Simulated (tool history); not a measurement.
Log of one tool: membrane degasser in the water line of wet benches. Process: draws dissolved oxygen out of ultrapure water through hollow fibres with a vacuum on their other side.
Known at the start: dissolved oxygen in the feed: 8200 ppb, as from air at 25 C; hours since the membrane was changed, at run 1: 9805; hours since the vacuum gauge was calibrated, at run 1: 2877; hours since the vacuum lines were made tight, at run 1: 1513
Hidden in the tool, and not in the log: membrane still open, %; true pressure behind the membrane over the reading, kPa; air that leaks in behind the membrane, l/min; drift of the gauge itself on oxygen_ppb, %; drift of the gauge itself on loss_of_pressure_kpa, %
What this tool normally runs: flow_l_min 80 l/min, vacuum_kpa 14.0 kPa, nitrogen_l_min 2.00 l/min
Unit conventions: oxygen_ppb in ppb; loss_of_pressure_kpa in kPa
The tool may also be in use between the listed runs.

| run | day | flow_l_min | vacuum_kpa | nitrogen_l_min | hours since the membrane was changed | hours since the vacuum gauge was calibrated | hours since the vacuum lines were made tight | oxygen_ppb | loss_of_pressure_kpa |
|---|---|---|---|---|---|---|---|---|---|
| 1 | 0.000 | 80 | 14.0 | 2.00 | 9805 | 2877 | 1513 | 810.5 | 67.56 |
| 2 | 13.050 | 80 | 14.0 | 2.00 | 10118 | 3190 | 1826 | 812.1 | 67.62 |
| 3 | 19.350 | 80 | 14.0 | 2.00 | 10269 | 3341 | 1977 | 811.5 | 67.40 |
| 4 | 28.092 | 80 | 14.0 | 2.00 | 10479 | 3551 | 2187 | 812.7 | 67.21 |
| 5 | 37.083 | 80 | 14.0 | 2.00 | 10695 | 3767 | 2403 | 812.1 | 67.53 |
| 6 | 46.833 | 118 | 14.0 | 2.00 | 10929 | 4001 | 2637 | 1102.9 | 99.52 |
| 7 | 57.708 | 118 | 14.0 | 1.20 | 11190 | 4262 | 2898 | 1499.7 | 99.30 |
| 8 | 70.583 | 118 | 14.0 | 1.20 | 11499 | 4571 | 3207 | 1501.9 | 99.37 |
| 9 | 80.250 | 80 | 14.0 | 2.00 | 11731 | 4803 | 3439 | 812.7 | 67.88 |
| 10 | 94.333 | 80 | 14.0 | 2.00 | 12069 | 5141 | 3777 | 815.1 | 67.59 |
| 11 | 109.121 | 80 | 14.0 | 2.84 | 12424 | 5496 | 4132 | 622.8 | 67.41 |
| 12 | 119.279 | 80 | 14.0 | 4.69 | 12668 | 5740 | 4375 | 412.6 | 67.84 |
| 13 | 127.454 | 80 | 18.3 | 2.00 | 12864 | 5936 | 4572 | 1096.7 | 67.65 |
| 14 | 134.012 | 80 | 31.7 | 2.00 | 13021 | 6093 | 4729 | 1869.2 | 67.90 |
| 15 | 143.888 | 80 | 31.7 | 2.00 | 13258 | 6330 | 4966 | 1870.8 | 68.06 |
| 16 | 158.333 | 80 | 31.7 | 2.00 | 13605 | 6677 | 5313 | 1872.2 | 68.14 |
| 17 | 165.288 | 80 | 31.7 | 2.00 | 13772 | 6844 | 5480 | 1873.9 | 67.79 |
| 18 | 173.483 | 70 | 8.8 | 2.00 | 13968 | 7041 | 5676 | 402.7 | 59.41 |
|  | 176.521 | vacuum gauge calibrated |
| 19 | 181.333 | 54 | 14.0 | 3.90 | 14156 | 116 | 5864 | 335.4 | 45.97 |
| 20 | 193.746 | 89 | 14.0 | 3.90 | 14454 | 413 | 6162 | 526.4 | 75.73 |
| 21 | 202.612 | 89 | 14.0 | 1.03 | 14667 | 626 | 6375 | 1353.5 | 75.78 |
| 22 | 212.717 | 89 | 14.0 | 1.22 | 14910 | 869 | 6617 | 1221.1 | 75.95 |
| 23 | 220.158 | 80 | 30.5 | 1.18 | 15088 | 1047 | 6796 | 2498.4 | 68.02 |
| 24 | 230.996 | 69 | 28.1 | 1.18 | 15348 | 1307 | 7056 | 2128.6 | 58.73 |
| 25 | 243.912 | 69 | 28.1 | 1.18 | 15658 | 1617 | 7366 | 2127.8 | 58.48 |
| 26 | 255.525 | 108 | 14.0 | 0.86 | 15937 | 1896 | 7645 | 1686.0 | 92.39 |
| 27 | 267.925 | 88 | 30.3 | 2.00 | 16235 | 2194 | 7942 | 1912.1 | 74.83 |
| 28 | 282.025 | 56 | 30.3 | 3.03 | 16573 | 2532 | 8281 | 1012.0 | 48.18 |
| 29 | 288.075 | 56 | 30.3 | 3.03 | 16718 | 2677 | 8426 | 1012.2 | 47.96 |
| 30 | 302.575 | 65 | 32.9 | 0.82 | 17066 | 3025 | 8774 | 2891.5 | 55.65 |
| 31 | 315.983 | 80 | 17.9 | 4.24 | 17388 | 3347 | 9096 | 596.1 | 68.33 |
| 32 | 328.908 | 80 | 17.9 | 4.24 | 17698 | 3657 | 9406 | 596.6 | 68.57 |
| 33 | 341.808 | 98 | 20.7 | 4.24 | 18008 | 3967 | 9716 | 836.8 | 83.99 |

3 options for the next run, each taken on its own from the tool as it stands now. Forecast them:
| A | 355.700 | 81 | 10.8 | 0.99 | 18341 | 4300 | 10049 | ? | ? |
| B | 355.700 | 89 | 20.7 | 4.24 | 18341 | 4300 | 10049 | ? | ? |
| C | 355.700 | 126 | 34.0 | 2.39 | 18341 | 4300 | 10049 | ? | ? |

| run | oxygen_ppb | loss_of_pressure_kpa |
|---|---|---|
| A | 960.2 | 69.56 |
| B | 768.6 | 76.43 |
| C | 2393.2 | 108.16 |
What these runs would have given with no unlogged condition in the tool:
| run | oxygen_ppb | loss_of_pressure_kpa |
|---|---|---|
| A | 953.0 | 66.52 |
| B | 758.5 | 73.09 |
| C | 2379.1 | 103.45 |
